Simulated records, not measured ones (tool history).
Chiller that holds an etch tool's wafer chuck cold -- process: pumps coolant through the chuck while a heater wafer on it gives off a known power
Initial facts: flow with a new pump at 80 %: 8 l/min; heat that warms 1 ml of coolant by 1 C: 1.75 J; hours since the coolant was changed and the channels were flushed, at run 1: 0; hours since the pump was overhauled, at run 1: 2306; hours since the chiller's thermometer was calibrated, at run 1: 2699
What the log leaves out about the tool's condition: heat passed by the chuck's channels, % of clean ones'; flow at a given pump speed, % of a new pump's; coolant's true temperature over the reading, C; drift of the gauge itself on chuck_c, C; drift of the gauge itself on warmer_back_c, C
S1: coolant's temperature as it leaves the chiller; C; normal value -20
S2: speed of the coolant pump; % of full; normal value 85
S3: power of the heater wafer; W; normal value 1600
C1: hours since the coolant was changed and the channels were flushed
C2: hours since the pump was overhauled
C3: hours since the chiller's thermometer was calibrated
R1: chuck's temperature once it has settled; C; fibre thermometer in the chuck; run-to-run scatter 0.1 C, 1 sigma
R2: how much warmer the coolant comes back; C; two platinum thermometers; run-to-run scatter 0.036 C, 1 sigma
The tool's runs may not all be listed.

{"run": 1, "hour": 0.0, "S1": -20, "S2": 85, "S3": 1600, "C1": 0, "C2": 2306, "C3": 2699, "R1": 1.8, "R2": 7.02}
{"run": 2, "hour": 129.0, "S1": -20, "S2": 85, "S3": 1600, "C1": 129, "C2": 2435, "C3": 2827, "R1": 2.2, "R2": 7.03}
{"run": 3, "hour": 248.9, "S1": -20, "S2": 85, "S3": 1600, "C1": 249, "C2": 2555, "C3": 2947, "R1": 2.3, "R2": 7.08}
{"run": 4, "hour": 341.1, "S1": -20, "S2": 85, "S3": 1600, "C1": 341, "C2": 2647, "C3": 3040, "R1": 2.3, "R2": 7.13}
{"hour": 427.4, "done": "chiller's thermometer calibrated"}
{"run": 5, "hour": 473.9, "S1": -20, "S2": 85, "S3": 1600, "C1": 473, "C2": 2779, "C3": 47, "R1": 2, "R2": 7.08}
{"run": 6, "hour": 596.9, "S1": -20, "S2": 85, "S3": 1600, "C1": 596, "C2": 2902, "C3": 170, "R1": 2.1, "R2": 7.15}
{"run": 7, "hour": 743.7, "S1": -20, "S2": 85, "S3": 1600, "C1": 743, "C2": 3049, "C3": 316, "R1": 2.2, "R2": 7.28}
{"run": 8, "hour": 880.6, "S1": -20, "S2": 85, "S3": 1600, "C1": 880, "C2": 3186, "C3": 453, "R1": 2.7, "R2": 7.29}
{"run": 9, "hour": 946.0, "S1": -20, "S2": 85, "S3": 1600, "C1": 945, "C2": 3251, "C3": 519, "R1": 2.7, "R2": 7.34}
{"hour": 963.5, "done": "coolant pump overhauled"}
{"run": 10, "hour": 1024.0, "S1": -20, "S2": 75, "S3": 1600, "C1": 1018, "C2": 60, "C3": 592, "R1": 6.2, "R2": 9.22}
{"run": 11, "hour": 1123.5, "S1": -20, "S2": 75, "S3": 1600, "C1": 1117, "C2": 160, "C3": 691, "R1": 6.3, "R2": 9.29}
{"run": 12, "hour": 1202.4, "S1": -17, "S2": 85, "S3": 1600, "C1": 1196, "C2": 239, "C3": 770, "R1": 7.4, "R2": 8.12}
{"run": 13, "hour": 1338.5, "S1": -20, "S2": 85, "S3": 1600, "C1": 1333, "C2": 375, "C3": 906, "R1": 4.4, "R2": 8.19}
{"run": 14, "hour": 1422.2, "S1": -20, "S2": 85, "S3": 1600, "C1": 1416, "C2": 459, "C3": 990, "R1": 4.6, "R2": 8.23}
{"run": 15, "hour": 1540.0, "S1": -20, "S2": 85, "S3": 1600, "C1": 1534, "C2": 577, "C3": 1108, "R1": 4.8, "R2": 8.27}
{"run": 16, "hour": 1649.4, "S1": -30, "S2": 85, "S3": 1600, "C1": 1643, "C2": 686, "C3": 1217, "R1": -4.9, "R2": 8.31}
{"hour": 1700.0, "done": "coolant pump overhauled, once more"}
{"run": 17, "hour": 1771.6, "S1": -20, "S2": 85, "S3": 1600, "C1": 1761, "C2": 72, "C3": 1334, "R1": 1.5, "R2": 6.36}
{"run": 18, "hour": 1901.0, "S1": -27, "S2": 85, "S3": 1741, "C1": 1890, "C2": 201, "C3": 1464, "R1": -3.3, "R2": 7.04}
{"run": 19, "hour": 1995.8, "S1": -27, "S2": 85, "S3": 1741, "C1": 1985, "C2": 296, "C3": 1558, "R1": -3.1, "R2": 7.01}
{"run": 20, "hour": 2139.9, "S1": -27, "S2": 90, "S3": 1113, "C1": 2129, "C2": 440, "C3": 1702, "R1": -12.1, "R2": 4.23}
{"run": 21, "hour": 2212.5, "S1": -27, "S2": 94, "S3": 1297, "C1": 2201, "C2": 512, "C3": 1775, "R1": -10.1, "R2": 4.73}
{"run": 22, "hour": 2358.8, "S1": -27, "S2": 69, "S3": 1137, "C1": 2348, "C2": 659, "C3": 1921, "R1": -9.1, "R2": 5.84}
{"run": 23, "hour": 2486.5, "S1": -27, "S2": 69, "S3": 1137, "C1": 2475, "C2": 786, "C3": 2049, "R1": -8.8, "R2": 5.84}
{"run": 24, "hour": 2574.3, "S1": -16, "S2": 84, "S3": 924, "C1": 2563, "C2": 874, "C3": 2137, "R1": -2.9, "R2": 3.8}
{"run": 25, "hour": 2681.7, "S1": -11, "S2": 72, "S3": 802, "C1": 2671, "C2": 982, "C3": 2244, "R1": 1.9, "R2": 3.96}
{"run": 26, "hour": 2809.0, "S1": -12, "S2": 84, "S3": 1240, "C1": 2798, "C2": 1109, "C3": 2372, "R1": 5.8, "R2": 5.27}
{"run": 27, "hour": 2912.6, "S1": -12, "S2": 84, "S3": 1531, "C1": 2902, "C2": 1213, "C3": 2475, "R1": 9.9, "R2": 6.54}
{"run": 28, "hour": 2981.2, "S1": -12, "S2": 84, "S3": 1531, "C1": 2970, "C2": 1281, "C3": 2544, "R1": 10.1, "R2": 6.53}
{"run": 29, "hour": 3042.1, "S1": -12, "S2": 84, "S3": 1531, "C1": 3031, "C2": 1342, "C3": 2605, "R1": 10.4, "R2": 6.45}
{"run": 30, "hour": 3155.7, "S1": -20, "S2": 73, "S3": 1600, "C1": 3145, "C2": 1456, "C3": 2718, "R1": 5.8, "R2": 7.9}
{"run": 31, "hour": 3302.0, "S1": -20, "S2": 85, "S3": 1299, "C1": 3291, "C2": 1602, "C3": 2865, "R1": -0.9, "R2": 5.55}
{"run": 32, "hour": 3447.1, "S1": -13, "S2": 85, "S3": 2169, "C1": 3436, "C2": 1747, "C3": 3010, "R1": 19, "R2": 9.31}
{"hour": 3568.4, "done": "chiller's thermometer calibrated"}
{"run": 33, "hour": 3576.7, "S1": -29, "S2": 77, "S3": 1085, "C1": 3565, "C2": 1876, "C3": 8, "R1": -12.2, "R2": 5.26}

Predict each of these 3 candidate next runs independently; none follows another, all start after run 33:
{"run": "A", "hour": 3688.6, "S1": -15, "S2": 84, "S3": 1804, "C1": 3677, "C2": 1988, "C3": 120, "R1": "?", "R2": "?"}
{"run": "B", "hour": 3688.6, "S1": -25, "S2": 80, "S3": 1600, "C1": 3677, "C2": 1988, "C3": 120, "R1": "?", "R2": "?"}
{"run": "C", "hour": 3688.6, "S1": -16, "S2": 77, "S3": 899, "C1": 3677, "C2": 1988, "C3": 120, "R1": "?", "R2": "?"}

run=A R1=11.9 R2=7.9
run=B R1=-0.5 R2=7.46
run=C R1=-1.8 R2=4.26
With the hidden condition removed and each run's random variation left untouched, the same runs would have given:
run=A R1=8 R2=7.33
run=B R1=-4.1 R2=6.93
run=C R1=-3.8 R2=3.95
